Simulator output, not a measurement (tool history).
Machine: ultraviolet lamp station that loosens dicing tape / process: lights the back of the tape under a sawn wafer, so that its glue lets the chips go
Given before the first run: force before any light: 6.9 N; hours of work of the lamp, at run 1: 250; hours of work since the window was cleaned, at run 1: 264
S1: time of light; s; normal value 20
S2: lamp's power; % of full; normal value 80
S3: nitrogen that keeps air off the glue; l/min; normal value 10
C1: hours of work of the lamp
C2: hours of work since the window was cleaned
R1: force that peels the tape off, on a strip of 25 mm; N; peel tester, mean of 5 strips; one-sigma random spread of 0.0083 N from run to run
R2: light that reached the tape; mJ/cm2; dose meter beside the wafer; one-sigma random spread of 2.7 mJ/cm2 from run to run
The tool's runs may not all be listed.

run	day	S1	S2	S3	C1	C2	R1	R2
1	0	20	80	10	250	264	0.415	324
2	0.262	20	84	10	255	269	0.381	338
3	0.712	20	84	10	263	277	0.386	328
4	1.042	20	84	10	269	283	0.361	335
5	1.396	20	84	10	276	290	0.415	334
6	1.871	20	84	10	285	299	0.397	333
7	2.275	20	84	10	292	306	0.405	332
8	2.808	20	84	10	302	316	0.406	330
9	3.221	17	80	10	310	324	0.587	260
# day 3.271: window cleaned of glue's vapour
10	3.517	17	80	10	315	5	0.65	255
11	4.042	17	80	10	325	14	0.641	251
12	4.617	17	80	10	336	25	0.648	253
13	5.042	12	80	10	344	33	1.206	177
14	5.638	12	80	10	355	44	1.215	171
# day 5.958: window cleaned of glue's vapour, once more
15	6.05	15	60	9	362	2	1.113	193
16	6.521	24	76	15	371	11	0.277	386
17	7	24	76	15	380	20	0.269	382
18	7.5	32	85	15	389	29	0.207	570
19	8.025	32	85	15	399	39	0.214	574
20	8.338	32	85	15	405	45	0.199	572
21	8.608	32	85	15	410	50	0.219	568
22	9	32	85	15	417	57	0.21	556
23	9.325	17	92	6	423	63	0.554	326
24	9.783	13	70	6	432	72	1.503	190
25	10.054	13	70	10	437	77	1.074	188

The next listed run, before its measurement:
26	10.442	13	70	10	444	84	?	?

R1: 1.06 N
R2: 188 mJ/cm2
Minus the tool's unlogged condition, the same run would have read R1 0.864 N, R2 212 mJ/cm2.

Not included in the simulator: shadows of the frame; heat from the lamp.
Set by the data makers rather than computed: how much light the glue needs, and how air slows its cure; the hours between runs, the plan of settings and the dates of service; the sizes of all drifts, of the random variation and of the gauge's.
